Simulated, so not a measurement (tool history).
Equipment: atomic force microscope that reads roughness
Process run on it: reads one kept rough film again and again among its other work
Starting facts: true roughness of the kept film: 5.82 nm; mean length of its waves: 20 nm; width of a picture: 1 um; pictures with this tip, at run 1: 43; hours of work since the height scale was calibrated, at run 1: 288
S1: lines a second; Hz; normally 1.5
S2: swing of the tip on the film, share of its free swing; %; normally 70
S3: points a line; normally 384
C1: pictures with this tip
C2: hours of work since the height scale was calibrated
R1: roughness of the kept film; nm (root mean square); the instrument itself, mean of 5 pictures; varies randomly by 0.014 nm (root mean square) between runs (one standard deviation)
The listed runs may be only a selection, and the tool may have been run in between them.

run 1 day=0 | S1=1.5 S2=70 S3=384 | C1=43 C2=288 | R1=3.089
run 2 day=0.483 | S1=1.5 S2=70 S3=675 | C1=61 C2=295 | R1=3.085
run 3 day=1.246 | S1=1.5 S2=70 S3=333 | C1=90 C2=308 | R1=2.901
run 4 day=1.738 | S1=2.55 S2=70 S3=384 | C1=108 C2=316 | R1=2.705
run 5 day=2.429 | S1=1.5 S2=58 S3=384 | C1=134 C2=327 | R1=2.852
run 6 day=2.971 | S1=1.5 S2=70 S3=384 | C1=154 C2=336 | R1=2.678
run 7 day=3.375 | S1=1.5 S2=70 S3=384 | C1=170 C2=343 | R1=2.622
run 8 day=3.854 | S1=1.5 S2=70 S3=384 | C1=187 C2=351 | R1=2.575
run 9 day=4.604 | S1=1.5 S2=70 S3=341 | C1=215 C2=363 | R1=2.456
run 10 day=5.071 | S1=1.5 S2=70 S3=341 | C1=233 C2=370 | R1=2.403
-- day=5.908 new tip fitted
run 11 day=6.004 | S1=1.5 S2=70 S3=341 | C1=4 C2=385 | R1=3.097
run 12 day=6.471 | S1=1.5 S2=70 S3=384 | C1=21 C2=393 | R1=3.017
run 13 day=7.379 | S1=1.5 S2=70 S3=384 | C1=55 C2=408 | R1=2.882
run 14 day=7.858 | S1=1.5 S2=70 S3=653 | C1=73 C2=416 | R1=2.848
run 15 day=8.583 | S1=1.5 S2=70 S3=653 | C1=100 C2=427 | R1=2.779
run 16 day=9.383 | S1=1.5 S2=85 S3=653 | C1=130 C2=441 | R1=2.417
run 17 day=10.021 | S1=1.5 S2=85 S3=653 | C1=154 C2=451 | R1=2.367
run 18 day=10.596 | S1=1.5 S2=85 S3=653 | C1=176 C2=460 | R1=2.288
run 19 day=11.496 | S1=0.54 S2=87 S3=362 | C1=209 C2=475 | R1=2.403
run 20 day=12.025 | S1=1.71 S2=60 S3=362 | C1=229 C2=484 | R1=2.394
run 21 day=12.888 | S1=2.56 S2=68 S3=384 | C1=261 C2=498 | R1=2.165
-- day=12.988 new tip fitted
run 22 day=13.475 | S1=0.67 S2=70 S3=939 | C1=19 C2=507 | R1=3.313
run 23 day=14.1 | S1=0.67 S2=70 S3=939 | C1=42 C2=517 | R1=3.203
run 24 day=14.671 | S1=1.43 S2=70 S3=454 | C1=63 C2=527 | R1=2.968
run 25 day=15.542 | S1=3.69 S2=69 S3=384 | C1=96 C2=541 | R1=2.555
run 26 day=15.954 | S1=0.64 S2=72 S3=384 | C1=111 C2=548 | R1=2.855
run 27 day=16.829 | S1=0.64 S2=72 S3=384 | C1=144 C2=562 | R1=2.74
run 28 day=17.767 | S1=1.5 S2=57 S3=524 | C1=179 C2=577 | R1=2.643
run 29 day=18.346 | S1=1.5 S2=70 S3=343 | C1=201 C2=587 | R1=2.436
run 30 day=18.938 | S1=1.5 S2=78 S3=317 | C1=223 C2=596 | R1=2.276
run 31 day=19.442 | S1=1.32 S2=73 S3=305 | C1=242 C2=605 | R1=2.311
-- day=20 new tip fitted
run 32 day=20.038 | S1=1.5 S2=83 S3=384 | C1=1 C2=614 | R1=3.043
run 33 day=20.45 | S1=1.5 S2=83 S3=384 | C1=17 C2=621 | R1=2.961
run 34 day=21.204 | S1=1.5 S2=79 S3=264 | C1=45 C2=633 | R1=2.866
run 35 day=21.992 | S1=1.5 S2=79 S3=264 | C1=74 C2=646 | R1=2.733

Here are 4 independent what-if runs from the current tool condition. What would each one return?
run A day=22.567 | S1=0.9 S2=70 S3=632 | C1=96 C2=655 | R1=?
run B day=22.567 | S1=1.24 S2=89 S3=475 | C1=96 C2=655 | R1=?
run C day=22.567 | S1=2.01 S2=59 S3=384 | C1=96 C2=655 | R1=?
run D day=22.567 | S1=1.5 S2=70 S3=273 | C1=96 C2=655 | R1=?

run=A R1=2.956
run=B R1=2.627
run=C R1=2.908
run=D R1=2.774
Without the tool's hidden state the same runs would have given:
run=A R1=3.509
run=B R1=3.118
run=C R1=3.452
run=D R1=3.293
